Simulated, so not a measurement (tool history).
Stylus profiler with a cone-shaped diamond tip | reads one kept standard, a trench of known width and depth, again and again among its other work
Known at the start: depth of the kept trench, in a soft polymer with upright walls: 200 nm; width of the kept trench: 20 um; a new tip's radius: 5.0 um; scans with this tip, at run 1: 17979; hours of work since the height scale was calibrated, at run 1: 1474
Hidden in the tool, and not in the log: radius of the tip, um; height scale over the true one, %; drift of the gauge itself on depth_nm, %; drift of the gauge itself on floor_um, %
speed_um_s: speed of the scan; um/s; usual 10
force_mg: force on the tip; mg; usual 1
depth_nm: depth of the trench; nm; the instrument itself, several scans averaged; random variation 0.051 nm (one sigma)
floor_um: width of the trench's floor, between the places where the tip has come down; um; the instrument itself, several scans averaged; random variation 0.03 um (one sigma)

| run | hour | speed_um_s | force_mg | scans with this tip | hours of work since the height scale was calibrated | depth_nm | floor_um |
|---|---|---|---|---|---|---|---|
| 1 | 0 | 10 | 1 | 17979 | 1474 | 200.75 | 16.15 |
| 2 | 48.7 | 10 | 1 | 18373 | 1506 | 200.76 | 16.1 |
| 3 | 151.6 | 2 | 1 | 19208 | 1575 | 200.72 | 16.05 |
| 4 | 207.7 | 2 | 1 | 19662 | 1612 | 200.67 | 16.14 |
| 5 | 282.8 | 2 | 1 | 20271 | 1662 | 200.65 | 16.09 |
| 6 | 349 | 10 | 0.8 | 20808 | 1706 | 200.57 | 15.93 |
| 7 | 446.5 | 10 | 0.8 | 21598 | 1770 | 200.57 | 15.94 |
| 8 | 542.1 | 10 | 0.8 | 22373 | 1834 | 200.47 | 15.95 |
| 9 | 593.8 | 10 | 1 | 22792 | 1868 | 200.74 | 15.9 |
| 10 | 666.1 | 10 | 1 | 23378 | 1916 | 200.61 | 15.88 |
|  | 675.6 | height scale calibrated on a step standard |
| 11 | 764.7 | 10 | 1 | 24173 | 59 | 200.49 | 15.89 |
| 12 | 828.1 | 10 | 1 | 24687 | 101 | 200.44 | 15.84 |
| 13 | 886.9 | 3 | 1 | 25164 | 140 | 200.48 | 15.82 |
| 14 | 930.6 | 3 | 1 | 25518 | 169 | 200.41 | 15.82 |
| 15 | 1030.2 | 12 | 2.93 | 26325 | 236 | 201.72 | 15.81 |
|  | 1076.6 | height scale calibrated on a step standard, once more |
| 16 | 1110.7 | 12 | 2.93 | 26973 | 23 | 202.7 | 15.74 |
| 17 | 1154.3 | 12 | 2.93 | 27327 | 52 | 202.54 | 15.71 |
| 18 | 1214.3 | 28 | 1.29 | 27813 | 91 | 201.47 | 15.57 |
| 19 | 1290.4 | 2 | 0.48 | 28430 | 142 | 200.78 | 15.77 |
| 20 | 1393.3 | 6 | 0.73 | 29264 | 210 | 200.98 | 15.64 |
| 21 | 1437.4 | 29 | 0.73 | 29622 | 240 | 200.99 | 15.39 |
| 22 | 1502.8 | 29 | 0.73 | 30152 | 283 | 201 | 15.46 |
| 23 | 1564.7 | 29 | 0.73 | 30654 | 324 | 200.94 | 15.4 |
| 24 | 1637.2 | 2 | 0.42 | 31241 | 373 | 200.61 | 15.66 |
| 25 | 1693.2 | 11 | 0.39 | 31695 | 410 | 200.59 | 15.41 |
| 26 | 1783.5 | 11 | 0.39 | 32427 | 470 | 200.62 | 15.54 |
| 27 | 1842.1 | 29 | 1.76 | 32902 | 509 | 201.69 | 15.47 |
| 28 | 1912.4 | 7 | 1 | 33472 | 555 | 201.17 | 15.45 |

Forecast each of these 3 alternatives for the next run:
| A | 1969 | 10 | 0.84 | 33930 | 593 | ? | ? |
| B | 1969 | 13 | 1 | 33930 | 593 | ? | ? |
| C | 1969 | 7 | 1.7 | 33930 | 593 | ? | ? |

| run | depth_nm | floor_um |
|---|---|---|
| A | 201.04 | 15.48 |
| B | 201.18 | 15.44 |
| C | 201.64 | 15.52 |
Without the tool's hidden state the same runs would have given:
| run | depth_nm | floor_um |
|---|---|---|
| A | 201.14 | 17.14 |
| B | 201.28 | 17.1 |
| C | 201.74 | 17.19 |
